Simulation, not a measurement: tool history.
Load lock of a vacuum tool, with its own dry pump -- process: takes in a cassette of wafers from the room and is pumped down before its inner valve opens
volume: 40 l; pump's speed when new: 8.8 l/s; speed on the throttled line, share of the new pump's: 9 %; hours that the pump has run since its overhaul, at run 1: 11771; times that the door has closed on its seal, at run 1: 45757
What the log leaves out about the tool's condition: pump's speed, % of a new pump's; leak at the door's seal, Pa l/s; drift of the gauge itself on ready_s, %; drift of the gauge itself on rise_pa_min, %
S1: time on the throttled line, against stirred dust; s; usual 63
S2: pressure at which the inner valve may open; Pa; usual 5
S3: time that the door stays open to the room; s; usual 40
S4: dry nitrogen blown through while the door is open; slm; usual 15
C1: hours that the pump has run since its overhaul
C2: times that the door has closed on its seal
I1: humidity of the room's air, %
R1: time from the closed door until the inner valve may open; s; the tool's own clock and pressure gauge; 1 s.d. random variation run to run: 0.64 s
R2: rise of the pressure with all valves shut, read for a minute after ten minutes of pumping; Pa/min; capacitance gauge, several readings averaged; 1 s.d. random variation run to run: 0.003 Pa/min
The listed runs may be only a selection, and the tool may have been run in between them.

Run 1, hour 0: usual settings; C1 11771; C2 45757; I1 44.9. Result: R1 108.2 s, R2 0.546 Pa/min.
Run 2, hour 154.8: usual settings but S4 31 slm; C1 11926; C2 46166; I1 44.7. Result: R1 107.9 s, R2 0.538 Pa/min.
Run 3, hour 382.7: usual settings but S1 37 s; C1 12154; C2 46768; I1 44.2. Result: R1 86.2 s, R2 0.565 Pa/min.
Run 4, hour 670.2: usual settings but S1 37 s; C1 12441; C2 47527; I1 44.6. Result: R1 86 s, R2 0.57 Pa/min.
At hour 887.1: door's seal changed, seat wiped.
Run 5, hour 966.4: usual settings but S1 37 s; C1 12736; C2 210; I1 49.5. Result: R1 86.7 s, R2 0.045 Pa/min.
Run 6, hour 1180.2: usual settings but S1 37 s; C1 12950; C2 774; I1 45.2. Result: R1 87.2 s, R2 0.048 Pa/min.
Run 7, hour 1330.4: usual settings but S1 37 s; C1 13100; C2 1171; I1 43.5. Result: R1 86.5 s, R2 0.046 Pa/min.
Run 8, hour 1594.2: usual settings but S1 67 s, S3 138 s, S4 4 slm; C1 13364; C2 1868; I1 44.1. Result: R1 113.5 s, R2 0.093 Pa/min.
Run 9, hour 1821.6: usual settings but S1 67 s, S3 138 s, S4 4 slm; C1 13591; C2 2468; I1 44.5. Result: R1 113.4 s, R2 0.098 Pa/min.
Run 10, hour 2024.2: usual settings but S1 43 s, S4 7 slm; C1 13794; C2 3003; I1 44.7. Result: R1 93.1 s, R2 0.062 Pa/min.
Run 11, hour 2248.3: usual settings but S1 56 s, S2 4 Pa, S3 51 s, S4 28 slm; C1 14018; C2 3595; I1 42.3. Result: R1 105.9 s, R2 0.05 Pa/min.

Per-run results on a tool with no hidden state, each run keeping its own random variation:
run     R1     R2
  1    102  0.045
  2  101.7   0.03
  3   79.5  0.047
  4   79.1  0.043
  5   79.6  0.044
  6   79.9  0.045
  7   79.1  0.042
  8  106.5  0.086
  9  106.4  0.088
 10   85.4  0.049
 11     98  0.035

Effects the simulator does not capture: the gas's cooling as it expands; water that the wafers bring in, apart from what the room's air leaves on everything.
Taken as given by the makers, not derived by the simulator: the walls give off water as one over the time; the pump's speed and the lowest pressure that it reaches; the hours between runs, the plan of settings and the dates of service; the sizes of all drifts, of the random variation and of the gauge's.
